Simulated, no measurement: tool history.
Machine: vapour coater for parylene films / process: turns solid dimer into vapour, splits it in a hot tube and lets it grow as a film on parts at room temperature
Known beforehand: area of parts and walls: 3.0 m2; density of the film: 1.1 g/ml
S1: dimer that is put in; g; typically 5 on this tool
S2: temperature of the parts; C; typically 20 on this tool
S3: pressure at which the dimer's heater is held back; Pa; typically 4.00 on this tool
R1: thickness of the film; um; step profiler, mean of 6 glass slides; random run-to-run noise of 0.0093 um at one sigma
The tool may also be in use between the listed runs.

| run | day | S1 | S2 | S3 | R1 |
|---|---|---|---|---|---|
| 1 | 0.000 | 5 | 20 | 4.00 | 0.847 |
| 2 | 0.354 | 5 | 20 | 3.17 | 0.865 |
| 3 | 0.879 | 5 | 20 | 3.17 | 0.861 |
| 4 | 1.346 | 5 | 20 | 2.17 | 0.927 |
| 5 | 1.758 | 5 | 20 | 4.00 | 0.814 |
| 6 | 2.238 | 5 | 20 | 4.00 | 0.816 |
| 7 | 2.979 | 5 | 20 | 4.00 | 0.806 |
| 8 | 3.642 | 5 | 28 | 4.00 | 0.672 |
| 9 | 3.975 | 5 | 20 | 4.00 | 0.800 |
| 10 | 4.583 | 5 | 20 | 4.00 | 0.800 |
| 11 | 5.321 | 4 | 20 | 4.00 | 0.654 |
| 12 | 5.879 | 4 | 20 | 4.00 | 0.650 |
| 13 | 6.488 | 4 | 20 | 4.00 | 0.631 |
| 14 | 6.788 | 4 | 20 | 4.00 | 0.634 |
| 15 | 7.258 | 5 | 20 | 4.00 | 0.803 |
| 16 | 7.858 | 5 | 20 | 4.00 | 0.815 |
| 17 | 8.342 | 5 | 20 | 4.00 | 0.804 |
| 18 | 9.033 | 5 | 20 | 4.00 | 0.805 |
| 19 | 9.721 | 5 | 20 | 4.00 | 0.784 |
| 20 | 10.379 | 5 | 20 | 3.94 | 0.795 |
| 21 | 11.046 | 3 | 20 | 2.50 | 0.520 |
| 22 | 11.629 | 3 | 20 | 2.50 | 0.524 |
| 23 | 11.950 | 5 | 20 | 11.42 | 0.630 |
| 24 | 12.471 | 7 | 22 | 8.89 | 0.908 |
| 25 | 13.196 | 4 | 16 | 2.40 | 0.759 |
| 26 | 13.838 | 6 | 13 | 4.32 | 1.064 |
| 27 | 14.525 | 5 | 24 | 4.00 | 0.727 |
| 28 | 15.025 | 3 | 21 | 4.00 | 0.466 |
| 29 | 15.512 | 3 | 21 | 4.00 | 0.454 |
| 30 | 15.979 | 7 | 13 | 4.00 | 1.260 |
| 31 | 16.708 | 4 | 20 | 4.00 | 0.618 |

Measured less the same run without the tool's hidden state. The same run-to-run variation is in both; the gauge's scatter may not be:
Hidden conditions of the tool in this case: vapour lost through the trap's worn valve, %; true temperature of the parts over the reading, C; drift of the gauge itself on film_um, %.
| run | R1 |
|---|---|
| 1 | -0.001 |
| 2 | -0.002 |
| 3 | -0.003 |
| 4 | -0.004 |
| 5 | -0.004 |
| 6 | -0.006 |
| 7 | -0.007 |
| 8 | -0.007 |
| 9 | -0.010 |
| 10 | -0.011 |
| 11 | -0.009 |
| 12 | -0.011 |
| 13 | -0.012 |
| 14 | -0.012 |
| 15 | -0.016 |
| 16 | -0.017 |
| 17 | -0.019 |
| 18 | -0.020 |
| 19 | -0.021 |
| 20 | -0.023 |
| 21 | -0.016 |
| 22 | -0.017 |
| 23 | -0.021 |
| 24 | -0.031 |
| 25 | -0.028 |
| 26 | -0.041 |
| 27 | -0.029 |
| 28 | -0.019 |
| 29 | -0.019 |
| 30 | -0.055 |
| 31 | -0.029 |

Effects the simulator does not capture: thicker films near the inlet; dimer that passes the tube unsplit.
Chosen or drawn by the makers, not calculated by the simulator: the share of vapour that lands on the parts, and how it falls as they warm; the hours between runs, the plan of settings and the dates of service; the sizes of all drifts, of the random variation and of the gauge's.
